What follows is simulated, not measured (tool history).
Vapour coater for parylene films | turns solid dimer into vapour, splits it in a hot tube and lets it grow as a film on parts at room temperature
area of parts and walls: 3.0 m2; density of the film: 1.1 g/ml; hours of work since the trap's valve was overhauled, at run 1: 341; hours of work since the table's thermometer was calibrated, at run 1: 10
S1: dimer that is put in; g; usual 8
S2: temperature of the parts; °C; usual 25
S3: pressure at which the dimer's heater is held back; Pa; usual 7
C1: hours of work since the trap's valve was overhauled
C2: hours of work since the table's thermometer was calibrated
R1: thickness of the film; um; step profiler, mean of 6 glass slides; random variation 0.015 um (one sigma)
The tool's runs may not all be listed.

run 1 hour=0 | S1=8 S2=25 S3=7 | C1=341 C2=10 | R1=1.73
run 2 hour=45.3 | S1=5 S2=25 S3=7 | C1=371 C2=40 | R1=1.09
run 3 hour=106.4 | S1=8 S2=25 S3=7 | C1=412 C2=81 | R1=1.71
-- hour=135.6 trap's valve overhauled
run 4 hour=153.2 | S1=6 S2=25 S3=7 | C1=12 C2=109 | R1=1.34
run 5 hour=193.6 | S1=8 S2=25 S3=4.12 | C1=38 C2=136 | R1=1.94
run 6 hour=227.3 | S1=8 S2=25 S3=4.12 | C1=61 C2=158 | R1=1.94
run 7 hour=257.9 | S1=8 S2=25 S3=4.12 | C1=81 C2=179 | R1=1.92
run 8 hour=319.1 | S1=8 S2=25 S3=4.12 | C1=122 C2=219 | R1=1.9
run 9 hour=378.6 | S1=8 S2=36 S3=4.12 | C1=161 C2=259 | R1=1.2
run 10 hour=428.5 | S1=8 S2=36 S3=4.12 | C1=194 C2=292 | R1=1.18
run 11 hour=463.2 | S1=8 S2=36 S3=4.12 | C1=217 C2=315 | R1=1.18
run 12 hour=507.3 | S1=8 S2=36 S3=4.12 | C1=246 C2=344 | R1=1.17
run 13 hour=536 | S1=8 S2=23 S3=7 | C1=265 C2=363 | R1=1.92
run 14 hour=597.3 | S1=8 S2=23 S3=7 | C1=306 C2=404 | R1=1.92
run 15 hour=634.8 | S1=8 S2=23 S3=7 | C1=331 C2=428 | R1=1.9
run 16 hour=687.6 | S1=8 S2=23 S3=7 | C1=366 C2=463 | R1=1.9
run 17 hour=712.9 | S1=8 S2=23 S3=7 | C1=383 C2=480 | R1=1.88
run 18 hour=752.9 | S1=8 S2=23 S3=7 | C1=409 C2=507 | R1=1.88
-- hour=788 trap's valve overhauled
run 19 hour=797.7 | S1=8 S2=25 S3=7 | C1=6 C2=534 | R1=1.83
run 20 hour=836.3 | S1=8 S2=25 S3=7 | C1=32 C2=559 | R1=1.82
run 21 hour=883.9 | S1=7 S2=25 S3=7 | C1=64 C2=591 | R1=1.57
run 22 hour=920.7 | S1=7 S2=25 S3=7 | C1=88 C2=615 | R1=1.57
run 23 hour=981.3 | S1=7 S2=25 S3=7 | C1=128 C2=655 | R1=1.55
run 24 hour=1028 | S1=7 S2=25 S3=7 | C1=159 C2=686 | R1=1.58
-- hour=1032.3 table's thermometer calibrated
run 25 hour=1088.8 | S1=7 S2=32 S3=6.12 | C1=199 C2=37 | R1=1.16
run 26 hour=1135.3 | S1=7 S2=32 S3=6.12 | C1=230 C2=68 | R1=1.16
run 27 hour=1166.7 | S1=7 S2=32 S3=6.12 | C1=250 C2=89 | R1=1.15
run 28 hour=1210.3 | S1=7 S2=32 S3=6.12 | C1=279 C2=118 | R1=1.13
run 29 hour=1249.6 | S1=5 S2=18 S3=5.1 | C1=305 C2=144 | R1=1.43
run 30 hour=1278 | S1=9 S2=29 S3=10.21 | C1=324 C2=163 | R1=1.59
run 31 hour=1322.3 | S1=9 S2=29 S3=10.21 | C1=353 C2=192 | R1=1.56
-- hour=1329.9 table's thermometer calibrated, once more
run 32 hour=1356.4 | S1=9 S2=29 S3=10.21 | C1=375 C2=18 | R1=1.56
run 33 hour=1401 | S1=14 S2=20 S3=7.22 | C1=405 C2=47 | R1=3.71
-- hour=1442.5 trap's valve overhauled
run 34 hour=1465 | S1=4 S2=33 S3=2.29 | C1=15 C2=87 | R1=0.74
run 35 hour=1501.6 | S1=9 S2=32 S3=7 | C1=39 C2=111 | R1=1.5
run 36 hour=1527.9 | S1=9 S2=32 S3=7 | C1=57 C2=129 | R1=1.5
run 37 hour=1588.3 | S1=9 S2=32 S3=7 | C1=97 C2=169 | R1=1.5
run 38 hour=1620.3 | S1=7 S2=26 S3=7 | C1=118 C2=190 | R1=1.51
run 39 hour=1679.9 | S1=7 S2=26 S3=7 | C1=157 C2=229 | R1=1.47
run 40 hour=1707.5 | S1=7 S2=26 S3=7 | C1=176 C2=248 | R1=1.51
run 41 hour=1769.7 | S1=7 S2=18 S3=4.65 | C1=217 C2=289 | R1=1.99
run 42 hour=1805.1 | S1=7 S2=18 S3=4.65 | C1=240 C2=312 | R1=1.99
run 43 hour=1854.6 | S1=10 S2=22 S3=7.77 | C1=273 C2=345 | R1=2.49
run 44 hour=1894.5 | S1=10 S2=19 S3=7.77 | C1=299 C2=371 | R1=2.81
run 45 hour=1929.8 | S1=8 S2=36 S3=7 | C1=323 C2=395 | R1=1.07
run 46 hour=1987.5 | S1=8 S2=36 S3=7 | C1=361 C2=433 | R1=1.09
run 47 hour=2046.4 | S1=8 S2=36 S3=7 | C1=400 C2=472 | R1=1.07
-- hour=2091.3 trap's valve overhauled
run 48 hour=2108.8 | S1=8 S2=36 S3=7 | C1=12 C2=511 | R1=1.16

Some steps in R1 between neighbouring runs. How much of each would the tool show without its hidden state too (settings, what came in, random variation), and how much is left for the hidden state, with any gauge scatter that isn't in both results?
The hidden state here: vapour lost through the trap's worn valve, %; true temperature of the parts over the reading, C; drift of the gauge itself on film_um, %.
Run 3 -> 4: S1 8 -> 6, trap's valve overhauled. R1 -0.37 um: hidden state +0.12, all else -0.49.
Run 32 -> 33: S1 9 -> 14, S2 29 -> 20, S3 10.21 -> 7.22. R1 +2.15 um: hidden state -0.16, all else +2.31.
Run 33 -> 34: S1 14 -> 4, S2 20 -> 33, S3 7.22 -> 2.29, trap's valve overhauled. R1 -2.97 um: hidden state +0.26, all else -3.23.
Run 44 -> 45: S1 10 -> 8, S2 19 -> 36, S3 7.77 -> 7. R1 -1.74 um: hidden state +0.07, all else -1.81.
